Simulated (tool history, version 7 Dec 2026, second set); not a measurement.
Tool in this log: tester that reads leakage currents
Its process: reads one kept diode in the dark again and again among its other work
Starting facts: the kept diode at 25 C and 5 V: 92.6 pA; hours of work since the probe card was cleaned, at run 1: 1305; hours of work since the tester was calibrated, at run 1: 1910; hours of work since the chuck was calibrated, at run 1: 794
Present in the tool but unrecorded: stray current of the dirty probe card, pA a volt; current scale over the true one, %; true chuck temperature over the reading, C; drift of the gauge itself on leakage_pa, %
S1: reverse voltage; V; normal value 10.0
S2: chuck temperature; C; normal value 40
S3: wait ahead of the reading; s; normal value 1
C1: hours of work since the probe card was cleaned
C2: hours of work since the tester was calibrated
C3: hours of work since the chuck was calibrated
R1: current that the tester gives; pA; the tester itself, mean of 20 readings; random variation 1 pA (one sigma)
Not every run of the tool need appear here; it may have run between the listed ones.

{"run": 1, "hour": 0.0, "S1": 10.0, "S2": 40, "S3": 1, "C1": 1305, "C2": 1910, "C3": 794, "R1": 361.03}
{"run": 2, "hour": 33.7, "S1": 10.0, "S2": 40, "S3": 1, "C1": 1322, "C2": 1927, "C3": 811, "R1": 361.08}
{"run": 3, "hour": 73.2, "S1": 10.0, "S2": 37, "S3": 1, "C1": 1342, "C2": 1947, "C3": 832, "R1": 294.39}
{"run": 4, "hour": 135.1, "S1": 10.0, "S2": 40, "S3": 1, "C1": 1374, "C2": 1979, "C3": 863, "R1": 363.18}
{"run": 5, "hour": 205.9, "S1": 10.0, "S2": 40, "S3": 1, "C1": 1410, "C2": 2015, "C3": 899, "R1": 365.39}
{"run": 6, "hour": 287.3, "S1": 10.0, "S2": 24, "S3": 1, "C1": 1451, "C2": 2056, "C3": 940, "R1": 121.78}
{"run": 7, "hour": 352.0, "S1": 10.0, "S2": 40, "S3": 1, "C1": 1484, "C2": 2089, "C3": 973, "R1": 367.92}
{"run": 8, "hour": 415.0, "S1": 10.0, "S2": 40, "S3": 1, "C1": 1516, "C2": 2121, "C3": 1005, "R1": 366.11}
{"run": 9, "hour": 454.2, "S1": 10.0, "S2": 40, "S3": 1, "C1": 1536, "C2": 2141, "C3": 1025, "R1": 369.21}
{"run": 10, "hour": 488.2, "S1": 10.0, "S2": 40, "S3": 1, "C1": 1554, "C2": 2158, "C3": 1043, "R1": 367.54}
{"run": 11, "hour": 562.2, "S1": 10.0, "S2": 40, "S3": 1, "C1": 1591, "C2": 2196, "C3": 1080, "R1": 369.37}
{"run": 12, "hour": 621.3, "S1": 10.0, "S2": 40, "S3": 1, "C1": 1621, "C2": 2226, "C3": 1110, "R1": 372.09}
{"run": 13, "hour": 654.2, "S1": 5.8, "S2": 40, "S3": 1, "C1": 1638, "C2": 2243, "C3": 1127, "R1": 310.57}
{"run": 14, "hour": 717.1, "S1": 5.8, "S2": 40, "S3": 1, "C1": 1670, "C2": 2275, "C3": 1159, "R1": 310.05}
{"run": 15, "hour": 773.0, "S1": 5.8, "S2": 40, "S3": 1, "C1": 1698, "C2": 2303, "C3": 1188, "R1": 314.59}
{"run": 16, "hour": 823.3, "S1": 3.0, "S2": 40, "S3": 1, "C1": 1724, "C2": 2329, "C3": 1213, "R1": 253.06}
{"run": 17, "hour": 888.3, "S1": 10.0, "S2": 52, "S3": 1, "C1": 1757, "C2": 2362, "C3": 1246, "R1": 806.94}
{"run": 18, "hour": 950.0, "S1": 10.0, "S2": 52, "S3": 1, "C1": 1788, "C2": 2393, "C3": 1278, "R1": 805.94}
{"run": 19, "hour": 992.5, "S1": 10.0, "S2": 24, "S3": 1, "C1": 1810, "C2": 2415, "C3": 1299, "R1": 127.32}

What will run 20 give?
{"run": 20, "hour": 1044.5, "S1": 10.0, "S2": 41, "S3": 1, "C1": 1837, "C2": 2441, "C3": 1326, "R1": "?"}

Run 20 produced R1 402.32 pA.
Take away the tool's hidden state, keep the run-to-run variation as it was, and the same run would have given R1 361.93 pA.
